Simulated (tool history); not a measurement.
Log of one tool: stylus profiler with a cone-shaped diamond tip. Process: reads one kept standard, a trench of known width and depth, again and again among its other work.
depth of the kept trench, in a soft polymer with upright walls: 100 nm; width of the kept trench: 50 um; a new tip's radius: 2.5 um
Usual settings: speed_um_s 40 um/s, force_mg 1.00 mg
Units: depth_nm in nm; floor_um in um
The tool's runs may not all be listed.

{"run": 1, "hour": 0.0, "speed_um_s": 40, "force_mg": 1.0, "depth_nm": 100.68, "floor_um": 48.23}
{"hour": 33.2, "done": "height scale calibrated on a step standard"}
{"run": 2, "hour": 49.3, "speed_um_s": 33, "force_mg": 1.0, "depth_nm": 100.68, "floor_um": 48.29}
{"run": 3, "hour": 107.3, "speed_um_s": 33, "force_mg": 1.0, "depth_nm": 100.66, "floor_um": 48.36}
{"run": 4, "hour": 214.9, "speed_um_s": 40, "force_mg": 1.0, "depth_nm": 100.68, "floor_um": 48.24}
{"run": 5, "hour": 295.5, "speed_um_s": 40, "force_mg": 1.0, "depth_nm": 100.7, "floor_um": 48.25}
{"run": 6, "hour": 367.5, "speed_um_s": 40, "force_mg": 1.72, "depth_nm": 100.99, "floor_um": 48.33}
{"run": 7, "hour": 482.5, "speed_um_s": 18, "force_mg": 1.0, "depth_nm": 100.69, "floor_um": 48.46}
{"run": 8, "hour": 590.3, "speed_um_s": 18, "force_mg": 1.0, "depth_nm": 100.72, "floor_um": 48.44}
{"run": 9, "hour": 669.4, "speed_um_s": 18, "force_mg": 1.0, "depth_nm": 100.66, "floor_um": 48.4}
{"run": 10, "hour": 726.5, "speed_um_s": 18, "force_mg": 1.0, "depth_nm": 100.67, "floor_um": 48.49}
{"run": 11, "hour": 775.5, "speed_um_s": 18, "force_mg": 1.0, "depth_nm": 100.7, "floor_um": 48.37}
{"run": 12, "hour": 853.7, "speed_um_s": 18, "force_mg": 1.0, "depth_nm": 100.69, "floor_um": 48.44}
{"run": 13, "hour": 927.8, "speed_um_s": 18, "force_mg": 2.06, "depth_nm": 101.11, "floor_um": 48.44}
{"run": 14, "hour": 984.2, "speed_um_s": 40, "force_mg": 1.0, "depth_nm": 100.66, "floor_um": 48.24}
{"run": 15, "hour": 1059.0, "speed_um_s": 40, "force_mg": 0.63, "depth_nm": 100.49, "floor_um": 48.18}
{"run": 16, "hour": 1147.1, "speed_um_s": 40, "force_mg": 0.63, "depth_nm": 100.49, "floor_um": 48.12}
{"run": 17, "hour": 1202.4, "speed_um_s": 40, "force_mg": 0.63, "depth_nm": 100.48, "floor_um": 48.12}
{"run": 18, "hour": 1289.0, "speed_um_s": 40, "force_mg": 0.53, "depth_nm": 100.44, "floor_um": 48.12}
{"run": 19, "hour": 1393.1, "speed_um_s": 40, "force_mg": 0.53, "depth_nm": 100.42, "floor_um": 48.08}
{"run": 20, "hour": 1514.2, "speed_um_s": 40, "force_mg": 1.0, "depth_nm": 100.67, "floor_um": 48.23}
{"run": 21, "hour": 1601.9, "speed_um_s": 40, "force_mg": 1.0, "depth_nm": 100.69, "floor_um": 48.2}
{"run": 22, "hour": 1709.2, "speed_um_s": 40, "force_mg": 0.67, "depth_nm": 100.51, "floor_um": 48.15}
{"hour": 1754.9, "done": "height scale calibrated on a step standard"}
{"run": 23, "hour": 1817.7, "speed_um_s": 115, "force_mg": 1.7, "depth_nm": 100.96, "floor_um": 47.85}
{"run": 24, "hour": 1893.7, "speed_um_s": 115, "force_mg": 1.7, "depth_nm": 100.98, "floor_um": 47.81}
{"run": 25, "hour": 1982.7, "speed_um_s": 79, "force_mg": 2.27, "depth_nm": 101.18, "floor_um": 48.12}
{"run": 26, "hour": 2046.8, "speed_um_s": 79, "force_mg": 2.27, "depth_nm": 101.17, "floor_um": 48.17}
{"run": 27, "hour": 2141.2, "speed_um_s": 14, "force_mg": 2.27, "depth_nm": 101.18, "floor_um": 48.45}
{"run": 28, "hour": 2206.2, "speed_um_s": 14, "force_mg": 2.27, "depth_nm": 101.16, "floor_um": 48.52}
{"run": 29, "hour": 2291.0, "speed_um_s": 36, "force_mg": 0.53, "depth_nm": 100.45, "floor_um": 48.12}
{"run": 30, "hour": 2341.4, "speed_um_s": 36, "force_mg": 0.53, "depth_nm": 100.43, "floor_um": 48.16}
{"run": 31, "hour": 2430.4, "speed_um_s": 26, "force_mg": 0.73, "depth_nm": 100.54, "floor_um": 48.34}
{"run": 32, "hour": 2512.9, "speed_um_s": 15, "force_mg": 2.71, "depth_nm": 101.32, "floor_um": 48.53}
{"run": 33, "hour": 2562.0, "speed_um_s": 22, "force_mg": 0.67, "depth_nm": 100.52, "floor_um": 48.34}
{"run": 34, "hour": 2627.1, "speed_um_s": 10, "force_mg": 1.8, "depth_nm": 101.01, "floor_um": 48.54}
{"run": 35, "hour": 2726.9, "speed_um_s": 11, "force_mg": 2.38, "depth_nm": 101.2, "floor_um": 48.51}
{"run": 36, "hour": 2819.8, "speed_um_s": 11, "force_mg": 2.38, "depth_nm": 101.22, "floor_um": 48.51}
{"hour": 2868.6, "done": "new tip fitted, height scale calibrated"}
{"run": 37, "hour": 2915.7, "speed_um_s": 11, "force_mg": 2.38, "depth_nm": 101.22, "floor_um": 48.53}
{"run": 38, "hour": 3013.0, "speed_um_s": 64, "force_mg": 0.95, "depth_nm": 100.68, "floor_um": 48.05}
{"run": 39, "hour": 3079.3, "speed_um_s": 14, "force_mg": 1.6, "depth_nm": 100.91, "floor_um": 48.52}
{"run": 40, "hour": 3168.7, "speed_um_s": 14, "force_mg": 1.6, "depth_nm": 100.94, "floor_um": 48.55}

The same runs without the tool's hidden state, with the same run-to-run variation:
The hidden state here: radius of the tip, um; height scale over the true one, %; drift of the gauge itself on depth_nm, %; drift of the gauge itself on floor_um, %.
run=1 floor_um=48.24
run=2 floor_um=48.30
run=3 floor_um=48.37
run=4 floor_um=48.25
run=5 floor_um=48.26
run=6 floor_um=48.34
run=7 floor_um=48.48
run=8 floor_um=48.45
run=9 floor_um=48.42
run=10 floor_um=48.50
run=11 floor_um=48.39
run=12 floor_um=48.46
run=13 floor_um=48.46
run=14 floor_um=48.26
run=15 floor_um=48.19
run=16 floor_um=48.14
run=17 floor_um=48.14
run=18 floor_um=48.14
run=19 floor_um=48.11
run=20 floor_um=48.25
run=21 floor_um=48.23
run=22 floor_um=48.17
run=23 floor_um=47.87
run=24 floor_um=47.84
run=25 floor_um=48.15
run=26 floor_um=48.19
run=27 floor_um=48.48
run=28 floor_um=48.55
run=29 floor_um=48.15
run=30 floor_um=48.19
run=31 floor_um=48.37
run=32 floor_um=48.56
run=33 floor_um=48.37
run=34 floor_um=48.57
run=35 floor_um=48.54
run=36 floor_um=48.55
run=37 floor_um=48.53
run=38 floor_um=48.05
run=39 floor_um=48.52
run=40 floor_um=48.55
depth_nm: within 0.01 nm of the measured result in every run.

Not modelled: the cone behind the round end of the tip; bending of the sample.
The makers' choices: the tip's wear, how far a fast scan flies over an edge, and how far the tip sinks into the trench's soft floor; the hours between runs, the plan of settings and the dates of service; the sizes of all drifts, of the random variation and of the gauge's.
